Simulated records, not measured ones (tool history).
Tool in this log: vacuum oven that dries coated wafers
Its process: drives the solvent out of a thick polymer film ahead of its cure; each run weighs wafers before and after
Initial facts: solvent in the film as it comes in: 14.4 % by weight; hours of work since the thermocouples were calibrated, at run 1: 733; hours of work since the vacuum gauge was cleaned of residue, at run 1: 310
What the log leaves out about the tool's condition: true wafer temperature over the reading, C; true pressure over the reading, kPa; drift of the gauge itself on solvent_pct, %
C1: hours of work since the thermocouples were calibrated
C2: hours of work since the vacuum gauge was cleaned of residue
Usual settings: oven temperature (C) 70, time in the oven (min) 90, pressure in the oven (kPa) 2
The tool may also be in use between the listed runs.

{"run": 1, "hour": 0.0, "oven temperature (C)": 70, "time in the oven (min)": 90, "pressure in the oven (kPa)": 2, "C1": 733, "C2": 310, "solvent left in the film (%)": 3.1}
{"run": 2, "hour": 77.8, "oven temperature (C)": 70, "time in the oven (min)": 90, "pressure in the oven (kPa)": 2, "C1": 794, "C2": 371, "solvent left in the film (%)": 3.24}
{"run": 3, "hour": 130.3, "oven temperature (C)": 70, "time in the oven (min)": 58, "pressure in the oven (kPa)": 2, "C1": 836, "C2": 413, "solvent left in the film (%)": 4.22}
{"run": 4, "hour": 195.2, "oven temperature (C)": 74, "time in the oven (min)": 90, "pressure in the oven (kPa)": 2, "C1": 887, "C2": 464, "solvent left in the film (%)": 2.53}
{"run": 5, "hour": 250.2, "oven temperature (C)": 74, "time in the oven (min)": 90, "pressure in the oven (kPa)": 6.52, "C1": 930, "C2": 507, "solvent left in the film (%)": 7.4}
{"run": 6, "hour": 295.2, "oven temperature (C)": 70, "time in the oven (min)": 150, "pressure in the oven (kPa)": 2, "C1": 966, "C2": 543, "solvent left in the film (%)": 2.86}
{"run": 7, "hour": 344.5, "oven temperature (C)": 70, "time in the oven (min)": 90, "pressure in the oven (kPa)": 1.47, "C1": 1005, "C2": 582, "solvent left in the film (%)": 2.72}
{"run": 8, "hour": 434.7, "oven temperature (C)": 62, "time in the oven (min)": 90, "pressure in the oven (kPa)": 2, "C1": 1076, "C2": 653, "solvent left in the film (%)": 5.98}
{"run": 9, "hour": 503.7, "oven temperature (C)": 62, "time in the oven (min)": 90, "pressure in the oven (kPa)": 2, "C1": 1130, "C2": 707, "solvent left in the film (%)": 6.19}
{"run": 10, "hour": 544.1, "oven temperature (C)": 62, "time in the oven (min)": 90, "pressure in the oven (kPa)": 2, "C1": 1162, "C2": 739, "solvent left in the film (%)": 6.15}
{"run": 11, "hour": 582.5, "oven temperature (C)": 70, "time in the oven (min)": 90, "pressure in the oven (kPa)": 2, "C1": 1192, "C2": 769, "solvent left in the film (%)": 3.56}
{"run": 12, "hour": 635.8, "oven temperature (C)": 74, "time in the oven (min)": 90, "pressure in the oven (kPa)": 2, "C1": 1235, "C2": 811, "solvent left in the film (%)": 2.69}
{"hour": 687.1, "done": "oven's thermocouples calibrated"}
{"run": 13, "hour": 690.5, "oven temperature (C)": 74, "time in the oven (min)": 90, "pressure in the oven (kPa)": 2, "C1": 3, "C2": 853, "solvent left in the film (%)": 2.39}
{"run": 14, "hour": 778.7, "oven temperature (C)": 70, "time in the oven (min)": 90, "pressure in the oven (kPa)": 2, "C1": 72, "C2": 923, "solvent left in the film (%)": 2.95}
{"run": 15, "hour": 861.8, "oven temperature (C)": 70, "time in the oven (min)": 90, "pressure in the oven (kPa)": 2, "C1": 138, "C2": 988, "solvent left in the film (%)": 3.21}
{"run": 16, "hour": 912.6, "oven temperature (C)": 70, "time in the oven (min)": 90, "pressure in the oven (kPa)": 2, "C1": 178, "C2": 1028, "solvent left in the film (%)": 3.15}
{"run": 17, "hour": 956.3, "oven temperature (C)": 70, "time in the oven (min)": 90, "pressure in the oven (kPa)": 2, "C1": 212, "C2": 1063, "solvent left in the film (%)": 3.05}
{"run": 18, "hour": 1005.5, "oven temperature (C)": 70, "time in the oven (min)": 151, "pressure in the oven (kPa)": 2, "C1": 251, "C2": 1102, "solvent left in the film (%)": 2.88}
{"run": 19, "hour": 1095.9, "oven temperature (C)": 70, "time in the oven (min)": 90, "pressure in the oven (kPa)": 2, "C1": 323, "C2": 1173, "solvent left in the film (%)": 3.29}
{"run": 20, "hour": 1170.4, "oven temperature (C)": 70, "time in the oven (min)": 90, "pressure in the oven (kPa)": 2, "C1": 381, "C2": 1232, "solvent left in the film (%)": 3.36}
{"run": 21, "hour": 1235.4, "oven temperature (C)": 70, "time in the oven (min)": 90, "pressure in the oven (kPa)": 2, "C1": 433, "C2": 1283, "solvent left in the film (%)": 3.41}
{"run": 22, "hour": 1299.5, "oven temperature (C)": 70, "time in the oven (min)": 90, "pressure in the oven (kPa)": 2, "C1": 483, "C2": 1334, "solvent left in the film (%)": 3.35}
{"run": 23, "hour": 1385.5, "oven temperature (C)": 70, "time in the oven (min)": 90, "pressure in the oven (kPa)": 5.67, "C1": 551, "C2": 1401, "solvent left in the film (%)": 7.84}
{"run": 24, "hour": 1474.2, "oven temperature (C)": 70, "time in the oven (min)": 51, "pressure in the oven (kPa)": 5.17, "C1": 621, "C2": 1471, "solvent left in the film (%)": 7.92}
{"hour": 1524.7, "done": "vacuum gauge cleaned of residue and calibrated"}
{"run": 25, "hour": 1549.1, "oven temperature (C)": 70, "time in the oven (min)": 74, "pressure in the oven (kPa)": 1.98, "C1": 679, "C2": 19, "solvent left in the film (%)": 3.23}
{"run": 26, "hour": 1606.9, "oven temperature (C)": 70, "time in the oven (min)": 62, "pressure in the oven (kPa)": 2, "C1": 725, "C2": 65, "solvent left in the film (%)": 3.68}
{"run": 27, "hour": 1659.1, "oven temperature (C)": 83, "time in the oven (min)": 50, "pressure in the oven (kPa)": 2, "C1": 766, "C2": 106, "solvent left in the film (%)": 1.56}
{"run": 28, "hour": 1745.3, "oven temperature (C)": 65, "time in the oven (min)": 59, "pressure in the oven (kPa)": 4.09, "C1": 834, "C2": 174, "solvent left in the film (%)": 8.33}
{"run": 29, "hour": 1831.5, "oven temperature (C)": 65, "time in the oven (min)": 59, "pressure in the oven (kPa)": 4.09, "C1": 902, "C2": 242, "solvent left in the film (%)": 8.37}
{"run": 30, "hour": 1889.0, "oven temperature (C)": 73, "time in the oven (min)": 90, "pressure in the oven (kPa)": 4.08, "C1": 947, "C2": 287, "solvent left in the film (%)": 4.87}
{"run": 31, "hour": 1980.0, "oven temperature (C)": 73, "time in the oven (min)": 90, "pressure in the oven (kPa)": 4.08, "C1": 1019, "C2": 359, "solvent left in the film (%)": 4.92}
{"run": 32, "hour": 2066.3, "oven temperature (C)": 85, "time in the oven (min)": 72, "pressure in the oven (kPa)": 1.6, "C1": 1087, "C2": 427, "solvent left in the film (%)": 1.22}
{"run": 33, "hour": 2120.7, "oven temperature (C)": 70, "time in the oven (min)": 51, "pressure in the oven (kPa)": 2.09, "C1": 1130, "C2": 470, "solvent left in the film (%)": 4.79}
{"run": 34, "hour": 2175.6, "oven temperature (C)": 70, "time in the oven (min)": 90, "pressure in the oven (kPa)": 4.83, "C1": 1173, "C2": 514, "solvent left in the film (%)": 6.73}
{"run": 35, "hour": 2222.9, "oven temperature (C)": 70, "time in the oven (min)": 90, "pressure in the oven (kPa)": 4.83, "C1": 1211, "C2": 551, "solvent left in the film (%)": 6.84}
{"hour": 2301.9, "done": "oven's thermocouples calibrated"}
{"run": 36, "hour": 2311.5, "oven temperature (C)": 68, "time in the oven (min)": 135, "pressure in the oven (kPa)": 4.83, "C1": 8, "C2": 619, "solvent left in the film (%)": 6.36}
{"run": 37, "hour": 2352.0, "oven temperature (C)": 68, "time in the oven (min)": 135, "pressure in the oven (kPa)": 4.83, "C1": 40, "C2": 651, "solvent left in the film (%)": 6.44}
{"run": 38, "hour": 2440.3, "oven temperature (C)": 68, "time in the oven (min)": 69, "pressure in the oven (kPa)": 4.83, "C1": 109, "C2": 721, "solvent left in the film (%)": 7.2}
{"run": 39, "hour": 2479.1, "oven temperature (C)": 85, "time in the oven (min)": 90, "pressure in the oven (kPa)": 1.67, "C1": 140, "C2": 751, "solvent left in the film (%)": 1.15}
{"run": 40, "hour": 2541.9, "oven temperature (C)": 55, "time in the oven (min)": 140, "pressure in the oven (kPa)": 1.27, "C1": 189, "C2": 801, "solvent left in the film (%)": 5.55}
{"run": 41, "hour": 2605.0, "oven temperature (C)": 58, "time in the oven (min)": 93, "pressure in the oven (kPa)": 2, "C1": 239, "C2": 851, "solvent left in the film (%)": 6.82}
{"run": 42, "hour": 2664.6, "oven temperature (C)": 63, "time in the oven (min)": 90, "pressure in the oven (kPa)": 2, "C1": 286, "C2": 898, "solvent left in the film (%)": 5.1}
{"run": 43, "hour": 2716.0, "oven temperature (C)": 73, "time in the oven (min)": 66, "pressure in the oven (kPa)": 3.95, "C1": 327, "C2": 938, "solvent left in the film (%)": 4.88}
{"run": 44, "hour": 2787.9, "oven temperature (C)": 76, "time in the oven (min)": 53, "pressure in the oven (kPa)": 2.12, "C1": 383, "C2": 995, "solvent left in the film (%)": 2.77}
{"run": 45, "hour": 2845.5, "oven temperature (C)": 68, "time in the oven (min)": 90, "pressure in the oven (kPa)": 6.12, "C1": 429, "C2": 1041, "solvent left in the film (%)": 8.75}
{"run": 46, "hour": 2924.6, "oven temperature (C)": 58, "time in the oven (min)": 112, "pressure in the oven (kPa)": 2.54, "C1": 491, "C2": 1103, "solvent left in the film (%)": 7.48}

Table of differences, measured result less the result of that run with no hidden state. Run-to-run variation is the same in both. Gauge scatter possibly is not:
run=1 solvent_left_in_the_film_(%)=+0.49
run=2 solvent_left_in_the_film_(%)=+0.55
run=3 solvent_left_in_the_film_(%)=+0.78
run=4 solvent_left_in_the_film_(%)=+0.44
run=5 solvent_left_in_the_film_(%)=+0.88
run=6 solvent_left_in_the_film_(%)=+0.51
run=7 solvent_left_in_the_film_(%)=+0.69
run=8 solvent_left_in_the_film_(%)=+1.25
run=9 solvent_left_in_the_film_(%)=+1.34
run=10 solvent_left_in_the_film_(%)=+1.37
run=11 solvent_left_in_the_film_(%)=+0.93
run=12 solvent_left_in_the_film_(%)=+0.68
run=13 solvent_left_in_the_film_(%)=+0.3
run=14 solvent_left_in_the_film_(%)=+0.41
run=15 solvent_left_in_the_film_(%)=+0.47
run=16 solvent_left_in_the_film_(%)=+0.51
run=17 solvent_left_in_the_film_(%)=+0.52
run=18 solvent_left_in_the_film_(%)=+0.52
run=19 solvent_left_in_the_film_(%)=+0.63
run=20 solvent_left_in_the_film_(%)=+0.68
run=21 solvent_left_in_the_film_(%)=+0.72
run=22 solvent_left_in_the_film_(%)=+0.75
run=23 solvent_left_in_the_film_(%)=+1.01
run=24 solvent_left_in_the_film_(%)=+1.06
run=25 solvent_left_in_the_film_(%)=+0.38
run=26 solvent_left_in_the_film_(%)=+0.47
run=27 solvent_left_in_the_film_(%)=+0.17
run=28 solvent_left_in_the_film_(%)=+0.82
run=29 solvent_left_in_the_film_(%)=+0.89
run=30 solvent_left_in_the_film_(%)=+0.58
run=31 solvent_left_in_the_film_(%)=+0.63
run=32 solvent_left_in_the_film_(%)=+0.21
run=33 solvent_left_in_the_film_(%)=+0.96
run=34 solvent_left_in_the_film_(%)=+1.01
run=35 solvent_left_in_the_film_(%)=+1.06
run=36 solvent_left_in_the_film_(%)=+0.19
run=37 solvent_left_in_the_film_(%)=+0.23
run=38 solvent_left_in_the_film_(%)=+0.27
run=39 solvent_left_in_the_film_(%)=+0.16
run=40 solvent_left_in_the_film_(%)=+0.57
run=41 solvent_left_in_the_film_(%)=+0.55
run=42 solvent_left_in_the_film_(%)=+0.55
run=43 solvent_left_in_the_film_(%)=+0.43
run=44 solvent_left_in_the_film_(%)=+0.41
run=45 solvent_left_in_the_film_(%)=+0.7
run=46 solvent_left_in_the_film_(%)=+0.95

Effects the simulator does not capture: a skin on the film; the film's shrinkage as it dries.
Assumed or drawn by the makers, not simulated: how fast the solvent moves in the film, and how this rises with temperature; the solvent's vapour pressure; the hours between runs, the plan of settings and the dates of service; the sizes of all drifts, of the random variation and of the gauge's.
